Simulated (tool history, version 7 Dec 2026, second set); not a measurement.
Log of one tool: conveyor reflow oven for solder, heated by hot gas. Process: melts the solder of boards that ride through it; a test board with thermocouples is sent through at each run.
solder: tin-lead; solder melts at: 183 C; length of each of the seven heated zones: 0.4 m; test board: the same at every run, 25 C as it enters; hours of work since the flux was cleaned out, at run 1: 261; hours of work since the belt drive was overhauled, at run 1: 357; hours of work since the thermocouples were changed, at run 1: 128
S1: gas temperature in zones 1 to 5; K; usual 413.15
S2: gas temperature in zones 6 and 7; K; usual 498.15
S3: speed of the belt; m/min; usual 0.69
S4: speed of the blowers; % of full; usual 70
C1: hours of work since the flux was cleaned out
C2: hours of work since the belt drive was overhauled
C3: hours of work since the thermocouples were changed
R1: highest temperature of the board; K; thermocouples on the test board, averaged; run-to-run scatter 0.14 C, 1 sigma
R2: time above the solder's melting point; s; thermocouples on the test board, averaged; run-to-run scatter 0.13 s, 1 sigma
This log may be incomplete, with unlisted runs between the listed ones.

run    day      S1      S2     S3  S4   C1   C2   C3      R1    R2
  1      0  413.15  498.15   0.69  70  261  357  128  481.15    45
  2  0.188  413.15  498.15   0.69  70  264  360  131  481.15    45
  3   0.45  413.15  498.15  0.604  70  267  363  134  485.35  56.5
  4  0.775  413.15  498.15  0.604  70  272  368  139  484.85  56.5
  5  1.138  413.15  498.15  0.627  70  277  373  144  483.75  53.1
  6  1.362  413.15  498.15  0.627  70  280  376  147  483.95  52.9
  7  1.571  413.15  498.15  0.627  70  283  379  150  483.85  53.1
  8  1.917  413.15  498.15  0.627  70  288  384  155  483.85  53.2
  9  2.304  413.15  498.15  0.627  70  293  389  160  483.75  53.1
 10  2.733  407.15  498.15   0.69  70  299  395  166  479.75  41.7
 11  3.162  413.15  498.15   0.69  70  305  401  172  480.95  45.1
 12  3.533  413.15  494.15   0.69  70  310  406  177  477.65  41.6
 13   3.85  413.15  494.15   0.69  70  315  410  182  477.95  41.6
 14  4.233  399.15  498.15   0.69  53  320  416  187  474.45  32.3
 15  4.542  400.15  503.15  0.642  60  324  420  191  483.25  46.1
 16  4.738  411.15  506.15   0.69  70  327  423  194  487.35  49.5
 17  4.925  409.15  506.15   0.69  78  330  425  196  488.65  49.9
 18  5.238  409.15  506.15   0.69  78  334  430  201  488.45  49.8
 19  5.483  413.15  498.15  0.594  85  337  433  204  487.05    60
 20  5.692  413.15  498.15   0.69  54  340  436  207  477.75  40.5
 21  5.979  413.15  498.15  0.629  90  344  440  211  486.45  55.7
 22  6.396  405.15  498.15  0.763  60  350  446  217  473.85  29.4
 23  6.608  405.15  498.15  0.655  72  353  449  220  481.55  45.4
 24  6.929  413.15  498.15  0.646  69  357  453  224  482.95  50.3
 25  7.325  413.15  498.15  0.646  69  363  459  230  482.75  50.3
 26  7.708  413.15  498.15  0.646  69  368  464  235  483.05  50.4

Here are 5 independent what-if runs from the current tool condition. What would each one return?
  A  8.004  417.15  498.15  0.679  51  372  468  239   ?   ?
  B  8.004  411.15  509.15  0.563  69  372  468  239   ?   ?
  C  8.004  413.15  498.15   0.69  82  372  468  239   ?   ?
  D  8.004  422.15  500.15   0.69  51  372  468  239   ?   ?
  E  8.004  413.15  498.15  0.646  68  372  468  239   ?   ?

run      R1    R2
  A  478.45  43.5
  B  496.15  69.4
  C  482.95    47
  D  480.95    47
  E  482.65  50.1
Had the tool no hidden state, the same runs would have come out as:
run      R1    R2
  A  478.55  43.6
  B  496.15  69.4
  C  483.05    47
  D  480.95    47
  E  482.75  50.2

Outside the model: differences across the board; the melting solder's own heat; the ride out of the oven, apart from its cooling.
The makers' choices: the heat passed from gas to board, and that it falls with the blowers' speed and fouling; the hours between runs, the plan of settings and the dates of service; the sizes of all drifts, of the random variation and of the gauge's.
